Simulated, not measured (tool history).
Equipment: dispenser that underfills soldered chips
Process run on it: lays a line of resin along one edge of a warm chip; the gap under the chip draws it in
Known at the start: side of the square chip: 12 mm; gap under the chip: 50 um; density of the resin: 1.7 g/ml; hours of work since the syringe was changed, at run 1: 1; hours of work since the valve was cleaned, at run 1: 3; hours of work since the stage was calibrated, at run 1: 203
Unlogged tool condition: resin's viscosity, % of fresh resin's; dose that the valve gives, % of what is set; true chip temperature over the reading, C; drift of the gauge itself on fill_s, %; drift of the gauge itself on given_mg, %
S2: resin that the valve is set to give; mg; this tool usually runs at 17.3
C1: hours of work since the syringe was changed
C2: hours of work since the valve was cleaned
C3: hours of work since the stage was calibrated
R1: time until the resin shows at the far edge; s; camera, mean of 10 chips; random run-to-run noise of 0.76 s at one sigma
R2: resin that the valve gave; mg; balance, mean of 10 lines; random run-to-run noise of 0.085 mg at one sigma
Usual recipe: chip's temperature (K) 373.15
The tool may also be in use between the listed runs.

Run 1, hour 0: usual settings; C1 1; C2 3; C3 203. Result: R1 66.8 s, R2 17.36 mg.
Run 2, hour 7.9: usual settings; C1 7; C2 9; C3 208. Result: R1 86.3 s, R2 17.16 mg.
At hour 12.3: new syringe of resin.
Run 3, hour 13.1: usual settings; C1 1; C2 12; C3 212. Result: R1 65 s, R2 17.11 mg.
Run 4, hour 18.1: usual settings but S2 22.1 mg; C1 4; C2 16; C3 215. Result: R1 76.1 s, R2 21.93 mg.
Run 5, hour 22.8: usual settings but S2 22.1 mg; C1 8; C2 19; C3 219. Result: R1 92.2 s, R2 21.63 mg.
At hour 25.8: new syringe of resin.
Run 6, hour 28.1: usual settings but S2 19.2 mg; C1 2; C2 23; C3 222. Result: R1 69.4 s, R2 18.64 mg.
Run 7, hour 36.2: usual settings but S2 19.2 mg; C1 7; C2 29; C3 228. Result: R1 89.8 s, R2 18.85 mg.
At hour 39.6: new syringe of resin.
Run 8, hour 43.2: usual settings but S2 19.2 mg; C1 3; C2 34; C3 233. Result: R1 71.1 s, R2 18.46 mg.
Run 9, hour 48.4: usual settings but S2 19.2 mg; C1 6; C2 37; C3 237. Result: R1 84.8 s, R2 18.54 mg.
At hour 53.2: new syringe of resin.
Run 10, hour 58.1: usual settings but S2 19.2 mg; C1 4; C2 44; C3 243. Result: R1 73.2 s, R2 18.51 mg.
Run 11, hour 65.5: usual settings; C1 9; C2 49; C3 249. Result: R1 101.8 s, R2 16.55 mg.
At hour 66.6: new syringe of resin.
Run 12, hour 71.9: usual settings but chip's temperature (K) 375.15, S2 20.3 mg; C1 4; C2 54; C3 253. Result: R1 70.4 s, R2 19.13 mg.

What does the tool deliver on the next run?
Run 13, hour 77.7: usual settings but chip's temperature (K) 375.15, S2 20.1 mg; C1 8; C2 58; C3 257. Result: R1 ?, R2 ?.

{"run 13": {"R1": 84.5, "R2": 19.04}}
If the tool had no hidden condition, the same run with the same run-to-run variation would have returned R1 61.2 s, R2 20.2 mg.
